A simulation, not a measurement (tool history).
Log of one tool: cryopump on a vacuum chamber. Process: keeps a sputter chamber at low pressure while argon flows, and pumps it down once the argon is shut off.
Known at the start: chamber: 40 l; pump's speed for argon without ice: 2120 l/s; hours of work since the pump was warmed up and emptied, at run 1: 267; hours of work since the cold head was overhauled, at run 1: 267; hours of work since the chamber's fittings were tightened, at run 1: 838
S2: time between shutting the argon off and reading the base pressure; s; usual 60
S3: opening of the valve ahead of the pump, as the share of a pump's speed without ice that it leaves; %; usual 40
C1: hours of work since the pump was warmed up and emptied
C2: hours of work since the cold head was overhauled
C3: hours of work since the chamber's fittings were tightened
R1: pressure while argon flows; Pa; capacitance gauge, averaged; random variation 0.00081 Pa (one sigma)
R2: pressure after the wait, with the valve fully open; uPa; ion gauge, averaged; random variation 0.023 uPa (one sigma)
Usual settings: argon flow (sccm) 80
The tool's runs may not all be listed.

run 1 hour=0.0 | argon_flow_(sccm)=80 S2=60 S3=40 | C1=267 C2=267 C3=838 | R1=0.1700 R2=1.20
run 2 hour=58.0 | argon_flow_(sccm)=80 S2=60 S3=40 | C1=297 C2=297 C3=868 | R1=0.1712 R2=1.17
run 3 hour=83.8 | argon_flow_(sccm)=80 S2=60 S3=40 | C1=311 C2=311 C3=881 | R1=0.1718 R2=1.15
run 4 hour=122.7 | argon_flow_(sccm)=80 S2=161 S3=40 | C1=331 C2=331 C3=901 | R1=0.1732 R2=0.77
run 5 hour=168.8 | argon_flow_(sccm)=80 S2=60 S3=40 | C1=355 C2=355 C3=925 | R1=0.1734 R2=1.23
run 6 hour=217.9 | argon_flow_(sccm)=76 S2=60 S3=40 | C1=380 C2=380 C3=950 | R1=0.1647 R2=1.22
run 7 hour=247.9 | argon_flow_(sccm)=76 S2=60 S3=40 | C1=395 C2=395 C3=966 | R1=0.1647 R2=1.22
run 8 hour=286.1 | argon_flow_(sccm)=76 S2=60 S3=40 | C1=415 C2=415 C3=986 | R1=0.1662 R2=1.25
-- hour=323.9 pump warmed up, emptied and cooled again
run 9 hour=338.2 | argon_flow_(sccm)=76 S2=60 S3=40 | C1=7 C2=440 C3=1010 | R1=0.1518 R2=1.16
run 10 hour=374.1 | argon_flow_(sccm)=76 S2=60 S3=40 | C1=26 C2=458 C3=1029 | R1=0.1544 R2=1.19
run 11 hour=413.7 | argon_flow_(sccm)=76 S2=60 S3=40 | C1=46 C2=479 C3=1049 | R1=0.1525 R2=1.19
run 12 hour=446.0 | argon_flow_(sccm)=76 S2=60 S3=40 | C1=63 C2=495 C3=1066 | R1=0.1542 R2=1.17
run 13 hour=474.3 | argon_flow_(sccm)=76 S2=60 S3=40 | C1=78 C2=510 C3=1080 | R1=0.1541 R2=1.23
-- hour=514.0 leaking fittings of the chamber tightened, without venting
run 14 hour=523.6 | argon_flow_(sccm)=80 S2=157 S3=40 | C1=102 C2=534 C3=5 | R1=0.1632 R2=0.41
run 15 hour=575.8 | argon_flow_(sccm)=60 S2=157 S3=40 | C1=129 C2=561 C3=32 | R1=0.1232 R2=0.41
run 16 hour=630.0 | argon_flow_(sccm)=80 S2=60 S3=24 | C1=157 C2=590 C3=60 | R1=0.2715 R2=0.87
run 17 hour=668.9 | argon_flow_(sccm)=80 S2=60 S3=24 | C1=177 C2=610 C3=80 | R1=0.2735 R2=0.89
run 18 hour=697.0 | argon_flow_(sccm)=80 S2=74 S3=45 | C1=192 C2=624 C3=95 | R1=0.1502 R2=0.75
run 19 hour=742.5 | argon_flow_(sccm)=36 S2=298 S3=31 | C1=216 C2=648 C3=118 | R1=0.0971 R2=0.37
run 20 hour=775.6 | argon_flow_(sccm)=80 S2=142 S3=38 | C1=233 C2=665 C3=135 | R1=0.1769 R2=0.49
run 21 hour=829.5 | argon_flow_(sccm)=52 S2=23 S3=38 | C1=261 C2=693 C3=163 | R1=0.1156 R2=1.98
run 22 hour=856.9 | argon_flow_(sccm)=85 S2=26 S3=17 | C1=275 C2=707 C3=177 | R1=0.4063 R2=1.81
run 23 hour=911.5 | argon_flow_(sccm)=72 S2=39 S3=22 | C1=303 C2=735 C3=206 | R1=0.2714 R2=1.23
run 24 hour=962.8 | argon_flow_(sccm)=136 S2=39 S3=52 | C1=330 C2=762 C3=232 | R1=0.2305 R2=1.34
run 25 hour=994.1 | argon_flow_(sccm)=136 S2=44 S3=52 | C1=346 C2=778 C3=248 | R1=0.2330 R2=1.21
run 26 hour=1043.7 | argon_flow_(sccm)=80 S2=42 S3=23 | C1=371 C2=804 C3=274 | R1=0.2909 R2=1.25
run 27 hour=1077.8 | argon_flow_(sccm)=75 S2=274 S3=22 | C1=389 C2=821 C3=292 | R1=0.2871 R2=0.45
run 28 hour=1121.6 | argon_flow_(sccm)=75 S2=274 S3=22 | C1=412 C2=844 C3=314 | R1=0.2885 R2=0.45
run 29 hour=1150.3 | argon_flow_(sccm)=75 S2=28 S3=51 | C1=427 C2=859 C3=329 | R1=0.1338 R2=1.74
-- hour=1166.2 pump warmed up, emptied and cooled again
run 30 hour=1191.5 | argon_flow_(sccm)=75 S2=28 S3=51 | C1=13 C2=877 C3=348 | R1=0.1197 R2=1.70
run 31 hour=1243.5 | argon_flow_(sccm)=80 S2=60 S3=48 | C1=40 C2=904 C3=375 | R1=0.1360 R2=0.92
run 32 hour=1297.2 | argon_flow_(sccm)=80 S2=67 S3=22 | C1=68 C2=932 C3=403 | R1=0.2918 R2=0.87
run 33 hour=1353.2 | argon_flow_(sccm)=39 S2=20 S3=40 | C1=97 C2=961 C3=432 | R1=0.0799 R2=2.28

Forecast each of these 5 alternatives for the next run:
run A hour=1407.3 | argon_flow_(sccm)=33 S2=296 S3=43 | C1=125 C2=989 C3=460 | R1=? R2=?
run B hour=1407.3 | argon_flow_(sccm)=73 S2=65 S3=23 | C1=125 C2=989 C3=460 | R1=? R2=?
run C hour=1407.3 | argon_flow_(sccm)=37 S2=20 S3=40 | C1=125 C2=989 C3=460 | R1=? R2=?
run D hour=1407.3 | argon_flow_(sccm)=39 S2=20 S3=27 | C1=125 C2=989 C3=460 | R1=? R2=?
run E hour=1407.3 | argon_flow_(sccm)=112 S2=63 S3=21 | C1=125 C2=989 C3=460 | R1=? R2=?

run=A R1=0.0635 R2=0.46
run=B R1=0.2601 R2=0.99
run=C R1=0.0773 R2=2.34
run=D R1=0.1178 R2=2.36
run=E R1=0.4321 R2=0.93
Without the tool's hidden state the same runs would have given:
run=A R1=0.0609 R2=0.25
run=B R1=0.2544 R2=0.78
run=C R1=0.0743 R2=2.13
run=D R1=0.1147 R2=2.15
run=E R1=0.4233 R2=0.73
